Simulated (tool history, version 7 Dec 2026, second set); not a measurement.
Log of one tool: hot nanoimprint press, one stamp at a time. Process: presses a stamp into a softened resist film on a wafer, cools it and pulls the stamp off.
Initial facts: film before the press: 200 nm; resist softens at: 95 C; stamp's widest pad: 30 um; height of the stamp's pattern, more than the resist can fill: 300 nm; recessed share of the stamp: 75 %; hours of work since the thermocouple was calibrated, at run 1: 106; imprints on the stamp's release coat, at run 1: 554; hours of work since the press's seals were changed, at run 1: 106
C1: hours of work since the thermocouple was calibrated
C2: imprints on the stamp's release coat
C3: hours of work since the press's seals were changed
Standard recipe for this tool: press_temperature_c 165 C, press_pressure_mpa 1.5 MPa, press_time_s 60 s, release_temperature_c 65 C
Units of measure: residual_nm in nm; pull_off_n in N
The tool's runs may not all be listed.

run 1 day=0 | press_temperature_c=165 press_pressure_mpa=1.5 press_time_s=60 release_temperature_c=65 | C1=106 C2=554 C3=106 | residual_nm=82.9 pull_off_n=245
run 2 day=0.962 | press_temperature_c=165 press_pressure_mpa=1.5 press_time_s=60 release_temperature_c=65 | C1=116 C2=626 C3=116 | residual_nm=83.4 pull_off_n=246
run 3 day=1.708 | press_temperature_c=165 press_pressure_mpa=1.5 press_time_s=60 release_temperature_c=65 | C1=124 C2=682 C3=124 | residual_nm=83.3 pull_off_n=258
run 4 day=2.688 | press_temperature_c=165 press_pressure_mpa=1.5 press_time_s=60 release_temperature_c=59 | C1=135 C2=756 C3=135 | residual_nm=83.3 pull_off_n=265
run 5 day=3.504 | press_temperature_c=165 press_pressure_mpa=1.5 press_time_s=60 release_temperature_c=59 | C1=144 C2=817 C3=144 | residual_nm=82.3 pull_off_n=276
-- day=3.971 stamp cleaned and given a new release coat
run 6 day=4.533 | press_temperature_c=165 press_pressure_mpa=1.5 press_time_s=60 release_temperature_c=59 | C1=152 C2=43 C3=152 | residual_nm=82.5 pull_off_n=216
-- day=4.758 plate thermocouple calibrated
run 7 day=5.6 | press_temperature_c=165 press_pressure_mpa=1.23 press_time_s=60 release_temperature_c=65 | C1=9 C2=113 C3=162 | residual_nm=89.2 pull_off_n=220
run 8 day=6.692 | press_temperature_c=165 press_pressure_mpa=1.2 press_time_s=60 release_temperature_c=65 | C1=21 C2=195 C3=174 | residual_nm=90.1 pull_off_n=222
-- day=7.412 plate thermocouple calibrated, once more
run 9 day=7.604 | press_temperature_c=165 press_pressure_mpa=1.5 press_time_s=60 release_temperature_c=65 | C1=2 C2=254 C3=182 | residual_nm=84.5 pull_off_n=227
run 10 day=8.079 | press_temperature_c=170 press_pressure_mpa=2.15 press_time_s=41 release_temperature_c=68 | C1=7 C2=290 C3=188 | residual_nm=64.2 pull_off_n=232
run 11 day=8.846 | press_temperature_c=170 press_pressure_mpa=1.8 press_time_s=41 release_temperature_c=64 | C1=15 C2=347 C3=196 | residual_nm=70.5 pull_off_n=238
run 12 day=9.733 | press_temperature_c=170 press_pressure_mpa=1.2 press_time_s=65 release_temperature_c=64 | C1=25 C2=414 C3=205 | residual_nm=72.2 pull_off_n=244
run 13 day=10.521 | press_temperature_c=170 press_pressure_mpa=1.2 press_time_s=65 release_temperature_c=64 | C1=34 C2=473 C3=214 | residual_nm=72.5 pull_off_n=241
run 14 day=11.062 | press_temperature_c=170 press_pressure_mpa=1.56 press_time_s=62 release_temperature_c=55 | C1=39 C2=514 C3=220 | residual_nm=63.9 pull_off_n=260
run 15 day=11.996 | press_temperature_c=158 press_pressure_mpa=2.19 press_time_s=49 release_temperature_c=68 | C1=49 C2=584 C3=230 | residual_nm=107.5 pull_off_n=245
run 16 day=12.533 | press_temperature_c=158 press_pressure_mpa=2.19 press_time_s=49 release_temperature_c=68 | C1=55 C2=624 C3=236 | residual_nm=107.4 pull_off_n=238
run 17 day=13.317 | press_temperature_c=165 press_pressure_mpa=1.5 press_time_s=78 release_temperature_c=65 | C1=64 C2=683 C3=244 | residual_nm=77.2 pull_off_n=259

Each row is a separate what-if for the run after 17, all from the same tool condition, not one after another. Results?
run A day=14.279 | press_temperature_c=165 press_pressure_mpa=1.5 press_time_s=78 release_temperature_c=69 | C1=74 C2=755 C3=254 | residual_nm=? pull_off_n=?
run B day=14.279 | press_temperature_c=169 press_pressure_mpa=1.5 press_time_s=111 release_temperature_c=72 | C1=74 C2=755 C3=254 | residual_nm=? pull_off_n=?
run C day=14.279 | press_temperature_c=163 press_pressure_mpa=1.5 press_time_s=78 release_temperature_c=65 | C1=74 C2=755 C3=254 | residual_nm=? pull_off_n=?

run=A residual_nm=76.7 pull_off_n=248
run=B residual_nm=54.3 pull_off_n=243
run=C residual_nm=84.6 pull_off_n=251
Had the tool no hidden state, the same runs would have come out as:
run=A residual_nm=76.7 pull_off_n=203
run=B residual_nm=54.3 pull_off_n=199
run=C residual_nm=84.7 pull_off_n=206
